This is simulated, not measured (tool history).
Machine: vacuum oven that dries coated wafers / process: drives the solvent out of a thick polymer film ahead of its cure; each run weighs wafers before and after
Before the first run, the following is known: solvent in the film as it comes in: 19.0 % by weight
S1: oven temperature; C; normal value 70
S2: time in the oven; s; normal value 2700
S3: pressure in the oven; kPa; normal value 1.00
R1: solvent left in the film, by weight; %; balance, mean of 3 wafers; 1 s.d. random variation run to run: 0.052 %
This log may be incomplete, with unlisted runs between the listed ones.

run    hour  S1    S2    S3    R1
  1     0.0  70  2700  1.00  1.78
  2    54.9  70  2700  1.00  1.85
  3   106.2  70  2700  1.00  1.87
  4   164.0  70  2700  1.00  1.90
  5   216.3  70  2700  1.00  1.89
  6   268.8  73  2700  1.00  1.20
  7   330.8  73  2700  1.00  1.14
  8   361.5  73  2700  1.00  1.25
  9   410.9  70  2700  1.00  1.91
 10   466.2  70  2700  1.00  1.83
 11   502.5  70  2700  1.00  1.93
 12   539.4  71  2700  1.00  1.73
 13   596.1  70  2700  1.00  1.94
 14   625.7  70  2700  1.56  2.24
      632.7  -- oven's thermocouples calibrated
 15   665.7  70  2100  1.00  3.17
 16   725.0  70  2100  1.00  3.13
 17   776.1  70  2100  1.00  3.13
      801.5  -- oven's thermocouples calibrated, once more
 18   835.1  70  2100  1.00  2.25
 19   877.1  70  2700  1.50  1.58
 20   910.5  70  1380  1.50  4.23
 21   972.1  70  3840  1.00  0.74
 22  1031.2  70  2700  1.64  1.71
 23  1064.8  70  2700  1.64  1.68
 24  1109.1  70  2700  1.64  1.72
 25  1144.9  76  4260  3.86  1.34
 26  1184.4  76  1620  0.58  1.31
 27  1226.2  76  1620  0.58  1.34
 28  1256.0  76  4320  2.87  1.11
 29  1305.7  81  2100  2.04  0.74
 30  1335.4  70  2700  2.12  1.95
 31  1362.7  74  1920  2.53  2.06
 32  1416.6  60  2100  1.00  6.60
 33  1471.0  61  2700  1.35  5.12
 34  1497.9  72  1500  0.82  3.00
 35  1534.8  70  2280  1.18  2.07
 36  1567.9  70  2280  1.18  2.10
 37  1614.5  70  2280  1.18  2.13
 38  1662.3  70  2280  1.18  2.12
 39  1697.9  70  4380  1.18  0.76
 40  1739.6  70  4380  1.74  1.05
 41  1773.0  65  2460  1.74  4.02
 42  1817.5  78  1980  1.74  1.00
 43  1859.9  78  1980  1.74  0.99
 44  1915.0  78  1980  1.74  1.06
 45  1963.5  70  1500  0.86  4.12
 46  2000.9  84  2700  1.50  0.48
 47  2043.1  59  4380  0.68  3.47

Predict each of these 4 candidate next runs independently; none follows another, all start after run 47:
  A  2089.4  61  2700  1.00   ?
  B  2089.4  68  2760  2.59   ?
  C  2089.4  83  2700  2.55   ?
  D  2089.4  59  1320  2.38   ?

run     R1
  A   5.11
  B   2.91
  C   0.72
  D  10.52
With the hidden condition removed and each run's random variation left untouched, the same runs would have given:
run     R1
  A   4.53
  B   2.50
  C   0.64
  D  10.00
